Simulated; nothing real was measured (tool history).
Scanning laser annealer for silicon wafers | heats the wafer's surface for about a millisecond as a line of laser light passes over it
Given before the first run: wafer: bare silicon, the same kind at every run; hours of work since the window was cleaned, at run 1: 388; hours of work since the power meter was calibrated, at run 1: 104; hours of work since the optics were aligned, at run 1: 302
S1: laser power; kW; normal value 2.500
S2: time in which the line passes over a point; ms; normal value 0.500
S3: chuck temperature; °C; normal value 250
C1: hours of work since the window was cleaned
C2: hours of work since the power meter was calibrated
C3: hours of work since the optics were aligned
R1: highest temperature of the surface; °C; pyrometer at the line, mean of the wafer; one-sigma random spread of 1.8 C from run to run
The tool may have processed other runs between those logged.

Run 1, hour 0.0: usual settings; C1 388; C2 104; C3 302. Result: R1 953 °C.
Run 2, hour 10.3: usual settings; C1 396; C2 112; C3 310. Result: R1 950 °C.
Run 3, hour 23.3: usual settings; C1 405; C2 122; C3 320. Result: R1 953 °C.
Run 4, hour 37.8: usual settings; C1 416; C2 133; C3 331. Result: R1 950 °C.
Run 5, hour 47.0: usual settings; C1 423; C2 139; C3 337. Result: R1 948 °C.
Run 6, hour 59.4: usual settings; C1 432; C2 149; C3 347. Result: R1 946 °C.
Run 7, hour 69.6: usual settings but S2 0.383 ms; C1 440; C2 156; C3 354. Result: R1 858 °C.
Run 8, hour 82.5: usual settings; C1 450; C2 166; C3 364. Result: R1 947 °C.
Run 9, hour 91.5: usual settings; C1 456; C2 173; C3 371. Result: R1 947 °C.
Run 10, hour 104.8: usual settings but S2 0.606 ms; C1 466; C2 182; C3 380. Result: R1 1023 °C.
Run 11, hour 112.6: usual settings but S2 0.606 ms; C1 472; C2 188; C3 386. Result: R1 1023 °C.
Run 12, hour 128.0: usual settings but S1 2.265 kW; C1 483; C2 200; C3 398. Result: R1 870 °C.
Run 13, hour 136.2: usual settings but S1 2.265 kW; C1 490; C2 206; C3 404. Result: R1 866 °C.
Run 14, hour 153.1: usual settings but S1 2.265 kW; C1 502; C2 218; C3 416. Result: R1 863 °C.
Run 15, hour 164.9: usual settings but S1 2.265 kW; C1 511; C2 227; C3 425. Result: R1 861 °C.
At hour 171.0: window over the wafer cleaned.
Run 16, hour 178.5: usual settings but S1 2.265 kW, S3 268 °C; C1 6; C2 236; C3 434. Result: R1 904 °C.
Run 17, hour 193.3: usual settings; C1 17; C2 247; C3 445. Result: R1 969 °C.
Run 18, hour 202.8: usual settings but S1 2.154 kW; C1 24; C2 254; C3 452. Result: R1 847 °C.
Run 19, hour 212.9: usual settings but S1 2.154 kW; C1 31; C2 261; C3 459. Result: R1 851 °C.
Run 20, hour 223.9: usual settings; C1 39; C2 270; C3 467. Result: R1 971 °C.
Run 21, hour 235.9: usual settings; C1 48; C2 278; C3 476. Result: R1 972 °C.
Run 22, hour 246.6: usual settings; C1 56; C2 286; C3 484. Result: R1 969 °C.
At hour 250.9: laser's power meter calibrated.
Run 23, hour 262.1: usual settings; C1 66; C2 8; C3 494. Result: R1 968 °C.
Run 24, hour 274.6: usual settings; C1 75; C2 18; C3 503. Result: R1 969 °C.
Run 25, hour 289.5: usual settings but S2 0.358 ms, S3 265 °C; C1 86; C2 29; C3 514. Result: R1 866 °C.
Run 26, hour 301.4: usual settings but S2 0.358 ms, S3 265 °C; C1 95; C2 38; C3 523. Result: R1 867 °C.
At hour 316.0: laser's power meter calibrated, once more.
Run 27, hour 317.3: usual settings but S2 0.358 ms, S3 265 °C; C1 104; C2 1; C3 532. Result: R1 868 °C.
Run 28, hour 326.8: usual settings but S1 2.317 kW, S3 211 °C; C1 111; C2 8; C3 540. Result: R1 865 °C.
Run 29, hour 336.2: usual settings but S1 2.177 kW, S3 234 °C; C1 118; C2 15; C3 547. Result: R1 834 °C.
Run 30, hour 350.2: usual settings but S1 2.267 kW, S2 0.599 ms, S3 277 °C; C1 129; C2 25; C3 557. Result: R1 973 °C.
Run 31, hour 359.7: usual settings but S1 2.609 kW, S3 287 °C; C1 136; C2 33; C3 564. Result: R1 1042 °C.
Run 32, hour 371.0: usual settings but S1 2.376 kW, S2 0.483 ms, S3 287 °C; C1 144; C2 41; C3 572. Result: R1 944 °C.
Run 33, hour 379.3: usual settings but S1 2.376 kW, S2 0.483 ms, S3 224 °C; C1 150; C2 47; C3 579. Result: R1 881 °C.
Run 34, hour 394.3: usual settings but S1 2.303 kW, S2 0.367 ms, S3 218 °C; C1 162; C2 58; C3 590. Result: R1 765 °C.
Run 35, hour 404.5: usual settings but S1 2.675 kW, S2 0.452 ms, S3 246 °C; C1 169; C2 66; C3 597. Result: R1 985 °C.
Run 36, hour 418.5: usual settings but S1 2.364 kW, S2 0.520 ms; C1 180; C2 76; C3 608. Result: R1 929 °C.
Run 37, hour 430.0: usual settings but S2 0.396 ms; C1 188; C2 85; C3 616. Result: R1 879 °C.
Run 38, hour 439.3: usual settings but S2 0.396 ms, S3 286 °C; C1 195; C2 92; C3 623. Result: R1 916 °C.
Run 39, hour 452.1: usual settings but S2 0.407 ms, S3 243 °C; C1 205; C2 101; C3 633. Result: R1 883 °C.

Across each entry between runs, compare the hidden state at the last listed run before it with the hidden state at the first listed run after it:
Run 15 -> run 16: window over the wafer cleaned (hour 171.0)
  light that passes the window, % of a clean one's: 96.91 -> 99.87; width of the line over the set one, %: 0.5 -> 0.51
  the result without the hidden state subtracted from the measured one, R1: -29 -> -5 °C
Run 22 -> run 23: laser's power meter calibrated (hour 250.9)
  light that passes the window, % of a clean one's: 99.59 -> 99.55; laser's true power over the reading, %: -0.17 -> -0.29; width of the line over the set one, %: 0.54 -> 0.55
  the result without the hidden state subtracted from the measured one, R1: -8 -> -10 °C
Run 26 -> run 27: laser's power meter calibrated, once more (hour 316.0)
  light that passes the window, % of a clean one's: 99.38 -> 99.32; laser's true power over the reading, %: -0.3 -> -0.01
  the result without the hidden state subtracted from the measured one, R1: -9 -> -8 °C
